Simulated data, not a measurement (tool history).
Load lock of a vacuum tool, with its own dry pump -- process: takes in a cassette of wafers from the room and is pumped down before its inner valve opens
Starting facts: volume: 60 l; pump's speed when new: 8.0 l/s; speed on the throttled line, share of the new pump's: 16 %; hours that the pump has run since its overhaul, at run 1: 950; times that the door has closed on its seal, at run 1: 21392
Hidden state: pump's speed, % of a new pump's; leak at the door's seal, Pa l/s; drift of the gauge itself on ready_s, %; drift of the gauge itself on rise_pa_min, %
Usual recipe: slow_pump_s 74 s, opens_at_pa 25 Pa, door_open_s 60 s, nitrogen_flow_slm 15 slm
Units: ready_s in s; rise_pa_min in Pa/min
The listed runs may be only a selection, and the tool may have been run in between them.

run	hour	slow_pump_s	opens_at_pa	door_open_s	nitrogen_flow_slm	hours that the pump has run since its overhaul	times that the door has closed on its seal	incoming humidity of the room's air, %	ready_s	rise_pa_min
1	0	74	25	60	15	950	21392	47.2	125.7	0.685
2	99	74	25	60	15	1049	21783	46.3	125	0.711
# hour 128.3: door's seal changed, seat wiped
3	184.8	74	25	60	15	1133	223	45.1	123.9	0.03
4	229.1	74	25	60	15	1178	398	45	126.7	0.03
5	312.9	74	25	30	15	1261	729	47	124.4	0.031
6	408.2	74	25	60	15	1357	1105	42.9	124.8	0.039
7	475.3	74	25	60	21	1424	1370	43.9	125.5	0.04
8	543.7	74	25	60	15	1492	1640	45.4	125.3	0.051
9	609.9	74	25	60	15	1558	1902	48.4	125.1	0.058
10	664.6	74	25	60	15	1613	2118	45.2	125.7	0.055
11	755.3	74	25	60	15	1704	2476	45.6	124.9	0.061
12	848.5	74	25	60	15	1797	2844	44.8	126.2	0.062
13	899.8	74	25	60	15	1848	3047	47.7	125.1	0.073
14	998.8	74	25	60	15	1947	3438	44.2	125.5	0.075
15	1045.7	74	25	60	15	1994	3623	44.2	125.9	0.076
16	1137.3	74	25	60	15	2086	3985	42.7	126.7	0.086
17	1210.2	74	25	60	15	2159	4273	45.2	124.5	0.095
18	1306	74	25	41	15	2255	4651	47	124.6	0.099
19	1390.1	74	25	41	15	2339	4983	43.8	123	0.096
20	1438.6	44	25	29	22	2387	5175	49.2	99.4	0.1
21	1528.5	74	21	102	7	2477	5530	46.5	127	0.13
22	1593.5	74	21	102	7	2542	5787	43.9	126.8	0.132
23	1656.7	40	25	42	7	2605	6036	42.7	97	0.129
24	1713.5	66	25	42	7	2662	6261	43.6	118.6	0.133
25	1810.3	66	25	42	7	2759	6643	44.8	119.5	0.139
26	1853.7	66	25	42	7	2802	6815	41.1	118.9	0.144
27	1908.4	74	25	45	15	2857	7030	45.4	125.8	0.149
28	1990.5	74	25	45	16	2939	7355	45	126	0.159
29	2064.6	112	25	221	15	3013	7648	45.8	157.7	0.189
30	2164.7	132	25	60	15	3113	8043	43.3	174.3	0.172
31	2235.9	74	33	66	8	3184	8324	46.3	124.1	0.191
32	2307.4	71	42	46	15	3256	8606	43.4	119.5	0.187
33	2365.6	127	29	60	15	3314	8836	43	168.6	0.194
34	2457	127	29	60	15	3406	9197	44.3	168.5	0.208
35	2512.1	74	23	60	7	3461	9415	44.9	127.2	0.219
36	2565.6	38	21	35	15	3514	9626	48	97.6	0.209

Below are 4 alternative next runs, each starting from the tool's condition after run 36. Predict each:
A	2657.6	62	21	186	15	3606	9990	44.4	?	?
B	2657.6	41	21	35	15	3606	9990	46.7	?	?
C	2657.6	57	21	35	15	3606	9990	45.9	?	?
D	2657.6	46	21	35	15	3606	9990	43.3	?	?

run	ready_s	rise_pa_min
A	115.7	0.247
B	100.5	0.226
C	114.2	0.216
D	104.4	0.225
With the hidden condition removed and each run's random variation left untouched, the same runs would have given:
run	ready_s	rise_pa_min
A	114.4	0.047
B	99.1	0.026
C	112.8	0.019
D	103	0.026
